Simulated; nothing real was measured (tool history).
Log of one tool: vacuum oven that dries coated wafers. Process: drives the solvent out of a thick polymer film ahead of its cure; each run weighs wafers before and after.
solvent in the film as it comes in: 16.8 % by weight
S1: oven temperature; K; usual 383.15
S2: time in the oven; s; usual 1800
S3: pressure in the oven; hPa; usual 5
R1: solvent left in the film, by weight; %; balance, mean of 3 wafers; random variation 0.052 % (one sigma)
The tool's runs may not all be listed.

run	hour	S1	S2	S3	R1
1	0	383.15	1800	5	2.18
2	99.6	383.15	1800	5	2.2
3	169.8	383.15	1800	5	2.15
4	257.4	383.15	1500	5	2.92
5	333.9	383.15	1500	5	3.46
6	410.4	380.15	1800	5	3.2
7	484.3	380.15	1800	5	3.14
8	568.4	380.15	1800	5	3.2
9	628	383.15	1140	5	4.63
10	692.5	383.15	1140	5	4.84
11	748.8	383.15	1140	5	4.61
12	799.8	383.15	1140	5	4.79
13	864.7	383.15	2460	5.3	1.93
14	954.1	392.15	1800	3.28	1.64
15	1040.4	369.15	3060	7.52	3.96
16	1114.2	369.15	3060	7.52	3.93
17	1186	369.15	3060	3.21	2.38
18	1249.5	369.15	2700	18.22	5
19	1302.5	382.15	1620	4.01	2.81
20	1361.9	395.15	1920	6.44	1.04
21	1444.6	395.15	1920	6.44	0.93
22	1488.1	383.15	1020	9.57	5.1

Not shown: 3 entries that the log had between the listed runs. Between which runs, and how does the tool's hidden state differ before and after?
Between runs 4 and 5: oven's thermocouples calibrated (hour 295.9)
  true wafer temperature over the reading, C: 4 -> 0.53; true pressure over the reading, kPa: 0.258 -> 0.274
  measured less the result without the state, R1: -0.46 -> +0.16 %
Between runs 9 and 10: vacuum gauge cleaned of residue and calibrated (hour 634.1)
  true wafer temperature over the reading, C: 0.89 -> 0.96; true pressure over the reading, kPa: 0.346 -> 0.511
  measured less the result without the state, R1: +0.11 -> +0.24 %
Between runs 16 and 17: vacuum gauge cleaned of residue and calibrated, once more (hour 1177.7)
  true wafer temperature over the reading, C: 1.46 -> 1.55; true pressure over the reading, kPa: 0.603 -> 0.013
  measured less the result without the state, R1: +0.65 -> -0.24 %
